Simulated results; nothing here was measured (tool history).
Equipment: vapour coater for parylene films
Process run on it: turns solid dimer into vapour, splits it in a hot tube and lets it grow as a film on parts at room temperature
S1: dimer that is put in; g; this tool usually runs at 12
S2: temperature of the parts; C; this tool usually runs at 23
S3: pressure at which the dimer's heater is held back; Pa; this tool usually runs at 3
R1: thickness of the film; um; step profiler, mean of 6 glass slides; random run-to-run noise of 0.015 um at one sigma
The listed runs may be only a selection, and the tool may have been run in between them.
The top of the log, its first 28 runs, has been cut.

{"run": 29, "hour": 548.9, "S1": 12, "S2": 22, "S3": 3, "R1": 2.92}
{"run": 30, "hour": 566.0, "S1": 12, "S2": 22, "S3": 3, "R1": 2.89}
{"run": 31, "hour": 589.3, "S1": 16, "S2": 25, "S3": 3, "R1": 3.42}
{"run": 32, "hour": 603.9, "S1": 10, "S2": 29, "S3": 3, "R1": 1.77}
{"run": 33, "hour": 622.2, "S1": 9, "S2": 34, "S3": 3.53, "R1": 1.3}
{"run": 34, "hour": 635.8, "S1": 8, "S2": 18, "S3": 3.42, "R1": 2.23}
{"run": 35, "hour": 654.3, "S1": 6, "S2": 19, "S3": 2.52, "R1": 1.68}
{"run": 36, "hour": 674.9, "S1": 12, "S2": 23, "S3": 2.12, "R1": 2.92}
{"run": 37, "hour": 698.2, "S1": 12, "S2": 16, "S3": 2.12, "R1": 3.88}
{"hour": 704.0, "done": "trap's valve overhauled"}
{"run": 38, "hour": 724.9, "S1": 12, "S2": 16, "S3": 2.12, "R1": 4.07}
{"run": 39, "hour": 744.1, "S1": 10, "S2": 31, "S3": 3.9, "R1": 1.63}
{"run": 40, "hour": 762.4, "S1": 5, "S2": 23, "S3": 2.42, "R1": 1.25}
{"run": 41, "hour": 773.4, "S1": 5, "S2": 23, "S3": 2.42, "R1": 1.26}
{"run": 42, "hour": 794.0, "S1": 21, "S2": 30, "S3": 2.42, "R1": 3.92}
{"run": 43, "hour": 817.9, "S1": 9, "S2": 24, "S3": 3.16, "R1": 2.06}
{"run": 44, "hour": 834.3, "S1": 12, "S2": 23, "S3": 6.51, "R1": 2.59}
{"run": 45, "hour": 859.0, "S1": 6, "S2": 18, "S3": 3, "R1": 1.78}
{"run": 46, "hour": 877.4, "S1": 7, "S2": 18, "S3": 11.34, "R1": 1.7}

Alternative continuations, all from the tool just after run 46; predict every row:
{"run": "A", "hour": 892.3, "S1": 12, "S2": 26, "S3": 3, "R1": "?"}
{"run": "B", "hour": 892.3, "S1": 6, "S2": 23, "S3": 10.2, "R1": "?"}
{"run": "C", "hour": 892.3, "S1": 13, "S2": 26, "S3": 11.34, "R1": "?"}

run=A R1=2.54
run=B R1=1.22
run=C R1=2.28
Stripped of hidden state, with their random variation kept, the same runs would have yielded:
run=A R1=2.62
run=B R1=1.26
run=C R1=2.35

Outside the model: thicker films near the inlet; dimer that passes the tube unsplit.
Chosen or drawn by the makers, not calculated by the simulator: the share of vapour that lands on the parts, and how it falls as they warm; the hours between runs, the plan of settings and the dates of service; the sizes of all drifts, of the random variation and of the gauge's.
